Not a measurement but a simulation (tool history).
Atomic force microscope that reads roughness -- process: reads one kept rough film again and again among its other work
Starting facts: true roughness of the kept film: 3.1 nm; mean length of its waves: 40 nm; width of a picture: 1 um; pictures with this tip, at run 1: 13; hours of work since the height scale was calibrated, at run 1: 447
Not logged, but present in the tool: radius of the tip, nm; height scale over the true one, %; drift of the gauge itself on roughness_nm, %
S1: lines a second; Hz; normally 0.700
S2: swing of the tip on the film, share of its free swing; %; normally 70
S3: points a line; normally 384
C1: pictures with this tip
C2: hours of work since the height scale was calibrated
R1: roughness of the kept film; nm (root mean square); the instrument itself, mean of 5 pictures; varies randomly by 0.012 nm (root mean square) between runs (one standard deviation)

Run 1, hour 0.0: usual settings; C1 13; C2 447. Result: R1 2.786 nm (root mean square).
Run 2, hour 31.9: usual settings; C1 85; C2 469. Result: R1 2.775 nm (root mean square).
At hour 38.6: new tip fitted.
Run 3, hour 60.8: usual settings; C1 49; C2 488. Result: R1 2.783 nm (root mean square).
At hour 83.5: new tip fitted.
Run 4, hour 98.3: usual settings but S1 1.373 Hz; C1 33; C2 513. Result: R1 2.727 nm (root mean square).
At hour 127.3: new tip fitted.
Run 5, hour 134.1: usual settings but S1 1.373 Hz; C1 15; C2 537. Result: R1 2.714 nm (root mean square).
Run 6, hour 164.9: usual settings; C1 84; C2 558. Result: R1 2.782 nm (root mean square).
At hour 171.8: new tip fitted.
Run 7, hour 198.7: usual settings but S3 566; C1 60; C2 581. Result: R1 2.788 nm (root mean square).
At hour 214.1: new tip fitted.
Run 8, hour 232.1: usual settings; C1 40; C2 603. Result: R1 2.801 nm (root mean square).
At hour 256.8: new tip fitted.
Run 9, hour 268.4: usual settings but S3 455; C1 26; C2 627. Result: R1 2.804 nm (root mean square).
At hour 300.9: new tip fitted.
Run 10, hour 306.2: usual settings but S1 2.530 Hz, S2 84 %; C1 12; C2 653. Result: R1 2.370 nm (root mean square).
Run 11, hour 330.2: usual settings but S1 2.199 Hz, S2 88 %, S3 638; C1 65; C2 669. Result: R1 2.378 nm (root mean square).
At hour 343.8: new tip fitted.
Run 12, hour 366.2: usual settings but S1 0.684 Hz, S2 58 %, S3 638; C1 50; C2 693. Result: R1 2.823 nm (root mean square).
At hour 386.4: new tip fitted.
Run 13, hour 387.0: usual settings but S1 0.790 Hz, S2 58 %, S3 751; C1 2; C2 707. Result: R1 2.839 nm (root mean square).
Run 14, hour 403.0: usual settings but S1 0.660 Hz, S3 372; C1 37; C2 718. Result: R1 2.773 nm (root mean square).
At hour 430.1: new tip fitted.
Run 15, hour 435.5: usual settings but S1 3.409 Hz, S2 67 %, S3 307; C1 12; C2 739. Result: R1 2.573 nm (root mean square).
Run 16, hour 454.1: usual settings but S1 3.409 Hz, S2 67 %, S3 307; C1 54; C2 752. Result: R1 2.562 nm (root mean square).
At hour 472.5: new tip fitted.
Run 17, hour 484.4: usual settings but S1 0.731 Hz, S2 88 %, S3 302; C1 27; C2 772. Result: R1 2.671 nm (root mean square).

Alternative continuations, all from the tool just after run 17; predict every row:
Run A, hour 501.3: usual settings but S1 2.810 Hz, S2 72 %, S3 778; C1 64; C2 784. Result: R1 ?.
Run B, hour 501.3: usual settings but S1 1.133 Hz, S2 80 %, S3 411; C1 64; C2 784. Result: R1 ?.
Run C, hour 501.3: usual settings but S1 3.857 Hz, S2 58 %, S3 377; C1 64; C2 784. Result: R1 ?.
Run D, hour 501.3: usual settings but S1 0.558 Hz, S2 71 %, S3 302; C1 64; C2 784. Result: R1 ?.
Run E, hour 501.3: usual settings but S1 0.995 Hz, S2 74 %, S3 387; C1 64; C2 784. Result: R1 ?.

run     R1
  A  2.553
  B  2.652
  C  2.684
  D  2.819
  E  2.716
Stripped of hidden state, with their random variation kept, the same runs would have yielded:
run     R1
  A  2.560
  B  2.659
  C  2.691
  D  2.826
  E  2.723
